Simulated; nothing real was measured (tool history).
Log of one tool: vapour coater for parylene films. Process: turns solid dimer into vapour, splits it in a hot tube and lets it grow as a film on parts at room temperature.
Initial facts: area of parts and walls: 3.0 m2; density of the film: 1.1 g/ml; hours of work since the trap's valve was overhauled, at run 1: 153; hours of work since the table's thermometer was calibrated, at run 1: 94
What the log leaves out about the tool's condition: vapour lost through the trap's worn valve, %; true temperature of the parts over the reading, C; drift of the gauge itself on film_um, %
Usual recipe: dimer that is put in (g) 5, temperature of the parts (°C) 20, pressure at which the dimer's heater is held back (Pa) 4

run,day,dimer that is put in (g),temperature of the parts (°C),pressure at which the dimer's heater is held back (Pa),hours of work since the trap's valve was overhauled,hours of work since the table's thermometer was calibrated,thickness of the film (nm)
1,0,5,20,4,153,94,1150
2,0.625,5,20,4,160,100,1140
3,1.196,5,20,4,166,106,1120
4,1.767,5,16,4,171,112,1290
5,2.117,5,16,4,175,115,1300
6,2.921,8,32,4,183,124,1190
7,3.542,5,30,8.4,190,130,750
8,4.404,3,13,3.66,199,139,880
9,5.021,3,13,3.66,205,145,870
10,5.483,3,13,3.66,210,150,860

3 ways to go on from here, each from the tool as it stands after run 10. What would each give?
A,5.842,5,20,4,213,154,?
B,5.842,5,15,5.89,213,154,?
C,5.842,8,20,5.86,213,154,?

run,thickness of the film (nm)
A,1150
B,1290
C,1760
What these runs would have given with no unlogged condition in the tool:
run,thickness of the film (nm)
A,1150
B,1290
C,1770
